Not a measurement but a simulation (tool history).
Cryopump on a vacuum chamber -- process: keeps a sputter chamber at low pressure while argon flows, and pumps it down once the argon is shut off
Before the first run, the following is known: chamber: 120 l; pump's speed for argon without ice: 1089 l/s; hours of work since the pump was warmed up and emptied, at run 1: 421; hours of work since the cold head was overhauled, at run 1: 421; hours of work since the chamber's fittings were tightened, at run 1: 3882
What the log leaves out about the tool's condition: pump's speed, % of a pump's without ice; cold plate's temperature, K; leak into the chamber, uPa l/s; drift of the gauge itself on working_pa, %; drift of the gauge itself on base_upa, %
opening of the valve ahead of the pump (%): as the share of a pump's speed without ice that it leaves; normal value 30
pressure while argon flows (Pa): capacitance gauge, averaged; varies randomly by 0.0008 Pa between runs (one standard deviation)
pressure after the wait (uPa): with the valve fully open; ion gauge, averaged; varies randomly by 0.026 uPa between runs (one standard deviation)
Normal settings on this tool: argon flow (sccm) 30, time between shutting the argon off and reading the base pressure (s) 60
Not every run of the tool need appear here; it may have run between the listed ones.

run,hour,argon flow (sccm),time between shutting the argon off and reading the base pressure (s),opening of the valve ahead of the pump (%),hours of work since the pump was warmed up and emptied,hours of work since the cold head was overhauled,hours of work since the chamber's fittings were tightened,pressure while argon flows (Pa),pressure after the wait (uPa)
1,0,30,60,30,421,421,3882,0.163,4.52
2,25.1,30,73,30,431,431,3893,0.1644,4.4
3,44.1,30,73,30,440,440,3901,0.1666,4.29
4,58.4,30,73,30,446,446,3908,0.1629,4.5
5,90.2,30,73,30,460,460,3921,0.1647,4.57
6,105.3,30,73,30,466,466,3928,0.1647,4.39
7,129.7,30,73,30,477,477,3939,0.1659,4.61
8,150.5,30,60,30,486,486,3948,0.1664,4.79
# hour 158.3: leaking fittings of the chamber tightened, without venting
9,167.4,30,60,30,492,492,4,0.1653,1.21
10,183,30,60,30,499,499,11,0.1657,1.15
11,206.8,30,60,30,509,509,21,0.1664,1.15
12,239.3,30,60,30,523,523,35,0.1678,1.18
13,259.3,30,50,30,532,532,44,0.1662,1.33
14,273.8,30,50,30,538,538,50,0.1668,1.42
15,302.1,30,50,30,551,551,62,0.1692,1.41
16,330.8,30,40,30,563,563,75,0.1694,1.71
17,356.3,30,61,30,574,574,86,0.1671,1.26
18,377.2,30,61,30,583,583,95,0.1689,1.23
19,408.5,30,61,30,597,597,108,0.1687,1.31
20,429.6,30,60,60,606,606,118,0.0918,1.34
21,453.9,30,132,30,616,616,128,0.1701,0.84
22,470.8,19,54,26,624,624,136,0.1222,1.43
23,487,19,54,58,631,631,143,0.0614,1.43
24,508.5,19,54,58,640,640,152,0.06,1.44
25,533.8,19,54,58,651,651,163,0.0609,1.47
26,557.6,30,60,24,661,661,173,0.2111,1.41
27,586.2,30,60,24,674,674,186,0.2095,1.41
28,606.9,27,120,24,683,683,195,0.1889,1
29,624.4,21,112,28,690,690,202,0.1288,1.03
30,644.5,48,84,30,699,699,211,0.2779,1.21
31,676.3,48,84,30,713,713,225,0.2743,1.21
32,694.3,53,125,30,721,721,232,0.3063,1.02
33,723.8,40,60,22,734,734,245,0.3068,1.51

Consider 4 possible next runs. They are alternatives, not a sequence: every one starts from the tool as it was left by run 33. What does each give?
A,754.3,17,42,18,747,747,258,?,?
B,754.3,37,60,44,747,747,258,?,?
C,754.3,30,47,17,747,747,258,?,?
D,754.3,49,257,19,747,747,258,?,?

run,pressure while argon flows (Pa),pressure after the wait (uPa)
A,0.1571,1.82
B,0.1542,1.5
C,0.2888,1.76
D,0.4305,0.9
Stripped of hidden state, with their random variation kept, the same runs would have yielded:
run,pressure while argon flows (Pa),pressure after the wait (uPa)
A,0.1465,1.4
B,0.1311,1.08
C,0.2702,1.33
D,0.3999,0.48
